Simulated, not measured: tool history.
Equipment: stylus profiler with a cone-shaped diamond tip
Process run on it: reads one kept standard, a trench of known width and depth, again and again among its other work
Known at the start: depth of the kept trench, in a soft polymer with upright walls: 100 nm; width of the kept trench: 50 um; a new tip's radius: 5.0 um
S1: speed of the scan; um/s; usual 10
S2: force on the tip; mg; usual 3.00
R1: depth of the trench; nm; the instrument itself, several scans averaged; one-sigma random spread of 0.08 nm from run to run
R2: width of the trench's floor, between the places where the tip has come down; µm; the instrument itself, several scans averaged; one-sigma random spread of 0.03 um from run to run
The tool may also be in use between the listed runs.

| run | hour | S1 | S2 | R1 | R2 |
|---|---|---|---|---|---|
| 1 | 0.0 | 10 | 3.00 | 100.74 | 47.41 |
| 2 | 39.7 | 10 | 3.00 | 100.69 | 47.38 |
| 3 | 64.8 | 10 | 3.00 | 100.72 | 47.39 |
| 4 | 93.9 | 10 | 3.00 | 100.68 | 47.31 |
| 5 | 134.9 | 10 | 3.00 | 100.80 | 47.36 |
| 6 | 157.0 | 10 | 3.00 | 100.74 | 47.34 |
| 7 | 184.3 | 10 | 4.73 | 101.02 | 47.33 |
| 8 | 212.0 | 6 | 3.00 | 100.77 | 47.36 |
| 9 | 242.1 | 6 | 3.00 | 100.62 | 47.32 |
| 10 | 263.2 | 6 | 3.00 | 100.55 | 47.32 |
| 11 | 299.2 | 27 | 3.00 | 100.55 | 47.25 |
| 12 | 330.6 | 27 | 3.00 | 100.71 | 47.34 |
| 13 | 369.1 | 27 | 1.25 | 100.16 | 47.18 |
| 14 | 400.6 | 27 | 1.25 | 100.15 | 47.23 |
| 15 | 418.8 | 11 | 3.00 | 100.77 | 47.23 |
| 16 | 442.1 | 11 | 5.69 | 101.26 | 47.24 |
| 17 | 475.4 | 10 | 7.18 | 101.58 | 47.29 |
| 18 | 501.0 | 10 | 7.18 | 101.59 | 47.26 |
| 19 | 523.6 | 4 | 1.40 | 100.11 | 47.20 |
| 20 | 554.1 | 4 | 1.40 | 100.17 | 47.27 |
| 21 | 585.2 | 2 | 1.74 | 100.01 | 47.28 |
| 22 | 618.0 | 2 | 1.74 | 100.17 | 47.16 |
| 23 | 640.8 | 2 | 1.74 | 100.32 | 47.25 |
| 24 | 667.2 | 4 | 3.39 | 100.65 | 47.22 |
| 25 | 698.7 | 19 | 1.35 | 99.96 | 47.19 |
| 26 | 724.1 | 5 | 1.35 | 99.91 | 47.19 |
| 27 | 761.3 | 3 | 4.25 | 100.92 | 47.19 |
| 28 | 787.9 | 3 | 4.25 | 100.91 | 47.16 |

Forecast each of these 3 alternatives for the next run:
| A | 813.0 | 3 | 6.37 | ? | ? |
| B | 813.0 | 10 | 1.85 | ? | ? |
| C | 813.0 | 18 | 4.25 | ? | ? |

| run | R1 | R2 |
|---|---|---|
| A | 101.38 | 47.18 |
| B | 100.03 | 47.18 |
| C | 100.73 | 47.17 |
With no hidden state in the tool, these same runs would have given:
| run | R1 | R2 |
|---|---|---|
| A | 102.13 | 48.00 |
| B | 100.77 | 48.00 |
| C | 101.47 | 48.00 |

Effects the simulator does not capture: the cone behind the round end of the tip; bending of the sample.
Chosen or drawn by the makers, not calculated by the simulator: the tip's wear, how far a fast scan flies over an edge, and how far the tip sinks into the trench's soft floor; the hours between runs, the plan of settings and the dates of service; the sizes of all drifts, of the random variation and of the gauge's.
